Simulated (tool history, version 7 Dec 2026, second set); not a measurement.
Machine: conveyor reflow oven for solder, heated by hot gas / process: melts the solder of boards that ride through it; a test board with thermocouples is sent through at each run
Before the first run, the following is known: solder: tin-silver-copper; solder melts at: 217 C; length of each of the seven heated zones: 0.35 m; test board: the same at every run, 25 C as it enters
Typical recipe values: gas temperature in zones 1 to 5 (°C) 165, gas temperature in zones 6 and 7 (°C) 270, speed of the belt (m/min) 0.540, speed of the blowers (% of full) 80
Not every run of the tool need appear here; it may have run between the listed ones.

run	hour	gas temperature in zones 1 to 5 (°C)	gas temperature in zones 6 and 7 (°C)	speed of the belt (m/min)	speed of the blowers (% of full)	highest temperature of the board (°C)	time above the solder's melting point (s)
1	0.0	165	270	0.540	80	259.2	62.6
2	39.5	165	270	0.540	80	259.6	61.5
3	67.5	178	270	0.540	80	261.5	67.2
4	93.2	178	276	0.540	80	266.0	70.3
5	130.2	178	276	0.540	80	266.3	69.4
6	171.4	169	270	0.540	80	259.5	63.3
7	206.6	169	270	0.540	80	258.9	63.4
8	237.5	171	270	0.540	80	259.3	64.1
9	270.7	171	270	0.540	80	259.3	63.5
10	309.8	171	270	0.459	80	263.4	78.9
11	334.7	165	270	0.540	68	255.7	59.1
12	368.4	165	270	0.540	68	255.9	59.0
13	400.3	165	270	0.540	68	256.2	59.2
14	440.7	165	281	0.540	80	268.3	66.8
15	474.0	165	281	0.540	80	268.1	66.8
16	501.6	165	271	0.540	80	259.1	61.7
17	540.1	170	270	0.540	80	257.9	62.9
18	557.8	170	271	0.488	80	261.8	72.8
19	595.6	173	270	0.627	90	256.2	53.1
20	630.0	174	271	0.540	80	259.7	65.4
21	652.5	174	271	0.540	80	259.4	65.0
22	676.0	174	271	0.540	89	260.5	65.8
23	702.6	176	274	0.540	89	263.6	68.3
24	732.5	169	274	0.540	56	255.6	59.7
25	769.0	165	284	0.540	80	269.7	67.4
# hour 778.4: belt drive overhauled, speed set with a stopwatch
26	792.7	162	268	0.540	80	254.2	55.2
# hour 829.8: flux residue cleaned out of gas plates and filters
27	834.6	165	259	0.585	84	249.0	49.7
28	857.0	176	270	0.623	80	257.8	54.9
29	878.6	165	269	0.618	80	255.5	50.0
30	914.0	170	266	0.540	61	252.2	57.4
31	939.9	177	268	0.540	61	255.3	62.1

What if the next run were any one of these 3? Each begins from the tool's condition after run 31:
A	957.5	176	273	0.540	57	?	?
B	957.5	153	284	0.540	66	?	?
C	957.5	177	268	0.596	76	?	?

run	highest temperature of the board (°C)	time above the solder's melting point (s)
A	258.9	63.2
B	267.2	62.2
C	256.0	56.3
Without the tool's hidden state the same runs would have given:
run	highest temperature of the board (°C)	time above the solder's melting point (s)
A	257.2	62.1
B	265.7	61.3
C	254.4	55.5
